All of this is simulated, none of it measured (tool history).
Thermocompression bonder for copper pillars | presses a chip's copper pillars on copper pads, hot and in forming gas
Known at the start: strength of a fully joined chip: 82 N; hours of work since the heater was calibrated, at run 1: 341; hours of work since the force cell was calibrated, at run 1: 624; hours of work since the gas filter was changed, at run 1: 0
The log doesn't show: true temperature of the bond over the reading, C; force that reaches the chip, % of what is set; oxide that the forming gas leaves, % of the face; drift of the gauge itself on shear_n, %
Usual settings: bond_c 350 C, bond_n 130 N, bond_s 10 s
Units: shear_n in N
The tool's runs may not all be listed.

run	day	bond_c	bond_n	bond_s	hours of work since the heater was calibrated	hours of work since the force cell was calibrated	hours of work since the gas filter was changed	shear_n
1	0	350	130	10	341	624	0	30.4
2	0.862	350	130	10	353	635	11	30.2
3	1.354	350	130	10	359	642	18	30.3
4	1.938	344	130	10	367	649	25	28.1
5	2.538	350	144	10	374	657	33	33.2
6	2.896	350	144	10	379	662	37	33.6
7	3.517	350	144	10	387	670	45	33.3
8	4.1	350	144	10	394	677	53	33.1
9	4.762	350	144	10	403	686	62	33.1
10	5.292	350	144	10	410	693	68	32.7
11	6.1	345	130	12	420	703	79	30.6
12	6.475	356	87	12	425	708	84	24
13	6.983	356	130	25	432	714	90	44.6
14	7.658	350	107	15	440	723	99	29
15	8.233	350	107	15	448	731	106	29.7
16	9.067	350	107	15	459	741	117	29.8

Run 17 comes next. What will it give?
17	9.612	331	99	10	466	748	124	?

{"run 17": {"shear_n": 18.1}}
Without the tool's hidden state the same run would have given shear_n 18.6 N.
